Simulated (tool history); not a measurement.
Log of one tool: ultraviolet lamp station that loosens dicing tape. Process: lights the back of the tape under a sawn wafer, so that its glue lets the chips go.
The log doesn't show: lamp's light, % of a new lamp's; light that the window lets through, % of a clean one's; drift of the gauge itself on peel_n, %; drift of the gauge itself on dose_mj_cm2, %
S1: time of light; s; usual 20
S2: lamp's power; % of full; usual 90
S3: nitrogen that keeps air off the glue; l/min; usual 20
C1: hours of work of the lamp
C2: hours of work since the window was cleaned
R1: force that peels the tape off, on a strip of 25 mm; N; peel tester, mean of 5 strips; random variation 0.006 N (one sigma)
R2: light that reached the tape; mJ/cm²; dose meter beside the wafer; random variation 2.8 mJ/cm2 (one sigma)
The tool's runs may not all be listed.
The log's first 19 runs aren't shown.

run,hour,S1,S2,S3,C1,C2,R1,R2
20,1071.9,13,90,20,555,189,0.383,253
21,1116.4,20,90,20,586,220,0.17,391
# hour 1135.6: window cleaned of glue's vapour
22,1168.8,14,86,26,622,23,0.281,263
23,1227.1,23,81,17,663,64,0.17,407
24,1276,17,90,7,697,98,0.537,334
25,1349.5,17,90,7,749,150,0.525,332
26,1403.9,17,90,7,787,188,0.529,337
# hour 1408.5: lamp changed
27,1442.3,17,90,7,24,214,0.532,336
# hour 1467.6: window cleaned of glue's vapour
28,1481.3,14,61,20,51,10,0.719,189
29,1512.9,14,61,20,73,32,0.724,187
30,1558.8,14,61,20,105,64,0.709,191
31,1595.8,26,88,10,131,90,0.177,505
32,1627.7,23,83,7,153,112,0.329,425
33,1703.6,23,62,20,206,165,0.248,312

Run 34 comes next. What will it give?
34,1771.4,11,61,19,254,213,?,?

{"run 34": {"R1": 1.138, "R2": 147}}
Without the tool's hidden state the same run would have given R1 1.134 N, R2 147 mJ/cm².
